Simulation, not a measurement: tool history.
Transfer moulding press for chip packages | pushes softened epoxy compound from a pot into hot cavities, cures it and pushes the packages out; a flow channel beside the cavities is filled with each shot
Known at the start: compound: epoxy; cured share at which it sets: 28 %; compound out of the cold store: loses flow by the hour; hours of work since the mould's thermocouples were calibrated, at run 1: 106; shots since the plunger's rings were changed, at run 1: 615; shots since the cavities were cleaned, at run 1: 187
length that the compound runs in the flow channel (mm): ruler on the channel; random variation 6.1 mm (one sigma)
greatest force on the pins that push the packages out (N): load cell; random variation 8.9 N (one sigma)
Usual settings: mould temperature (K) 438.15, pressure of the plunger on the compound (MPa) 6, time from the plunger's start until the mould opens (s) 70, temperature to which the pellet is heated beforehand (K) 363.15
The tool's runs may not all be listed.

run,day,mould temperature (K),pressure of the plunger on the compound (MPa),time from the plunger's start until the mould opens (s),temperature to which the pellet is heated beforehand (K),hours of work since the mould's thermocouples were calibrated,shots since the plunger's rings were changed,shots since the cavities were cleaned,incoming compound's hours out of the cold store,length that the compound runs in the flow channel (mm),greatest force on the pins that push the packages out (N)
1,0,438.15,6,70,363.15,106,615,187,40.3,795,550
2,0.404,438.15,6,70,363.15,112,774,346,20.1,900,645
# day 0.683: cavities cleaned with cleaning compound and waxed
3,0.683,438.15,6,70,363.15,116,858,0,18.4,911,769
4,1.088,438.15,6,70,363.15,123,1017,159,37.8,808,730
5,1.504,438.15,6,99,363.15,130,1180,322,35.6,799,666
6,1.738,438.15,6,99,355.15,134,1272,414,39.3,799,645
# day 1.842: cavities cleaned with cleaning compound and waxed
# day 2.083: cavities cleaned with cleaning compound and waxed, once more
7,2.262,438.15,6,99,355.15,141,1429,71,29.1,839,416
8,2.458,438.15,6,99,355.15,144,1504,146,45.2,757,462
9,2.846,438.15,6,70,363.15,150,1657,299,9.5,961,636
10,3.104,438.15,6,70,363.15,155,1758,400,15.5,917,676
# day 3.258: cavities cleaned with cleaning compound and waxed
11,3.421,438.15,6,70,363.15,159,1858,65,29.4,836,452
12,3.867,438.15,6,70,363.15,167,2032,239,40.5,780,543
13,4.233,438.15,6,70,363.15,173,2175,382,37.7,795,625
# day 4.425: cavities cleaned with cleaning compound and waxed
14,4.662,438.15,6,70,363.15,179,2319,93,13.6,918,482
15,4.896,438.15,6,70,363.15,183,2411,185,15.3,908,532
16,5.217,438.15,6,70,363.15,188,2537,311,12.7,929,597
# day 5.592: cavities cleaned with cleaning compound and waxed
# day 5.796: plunger's sealing rings changed
17,5.85,438.15,6,70,363.15,196,21,61,8.6,985,468
18,6.217,438.15,4.84,70,363.15,202,165,205,13.3,833,538
19,6.675,433.15,4.84,63,359.15,210,344,384,33.6,764,1009
# day 6.85: cavities cleaned with cleaning compound and waxed
20,7.138,438.15,6.97,104,358.15,217,501,112,47.4,828,410
21,7.338,442.15,6.52,70,363.15,220,579,190,17.7,942,485
22,7.75,441.15,6,88,363.15,227,741,352,46.4,751,534
# day 8.008: cavities cleaned with cleaning compound and waxed
23,8.012,437.15,7.29,108,370.15,230,819,2,37,893,343
24,8.392,438.15,6,58,366.15,237,968,151,27.3,846,714
25,8.821,438.15,6,58,366.15,244,1136,319,16.9,914,849
# day 9.162: cavities cleaned with cleaning compound and waxed
26,9.196,444.15,6,82,364.15,249,1258,12,18.3,895,343
27,9.475,444.15,6,82,364.15,254,1368,122,40.6,774,433
28,9.888,440.15,6,78,357.15,261,1529,283,25.2,862,526
29,10.129,433.15,5.16,77,359.15,265,1624,378,40.1,739,670

Measured less the same run without the tool's hidden state. The same run-to-run variation is in both; the gauge's scatter may not be:
The hidden state here: true mould temperature over the reading, C; pressure that reaches the compound, % of what is set; grip of the stained cavities, % over clean ones'; drift of the gauge itself on flow_mm, %; drift of the gauge itself on push_out_n, %.
run,length that the compound runs in the flow channel (mm),greatest force on the pins that push the packages out (N)
1,-8,+147
2,-12,+235
3,-13,+341
4,-12,+342
5,-14,+327
6,-16,+321
7,-18,+70
8,-17,+114
9,-25,+218
10,-24,+261
11,-24,+47
12,-24,+159
13,-26,+232
14,-32,+72
15,-33,+129
16,-36,+198
17,-2,+47
18,-3,+138
19,-4,+358
20,-6,+79
21,-9,+131
22,-9,+196
23,-11,+3
24,-12,+148
25,-15,+275
26,-17,+9
27,-16,+85
28,-19,+169
29,-17,+239
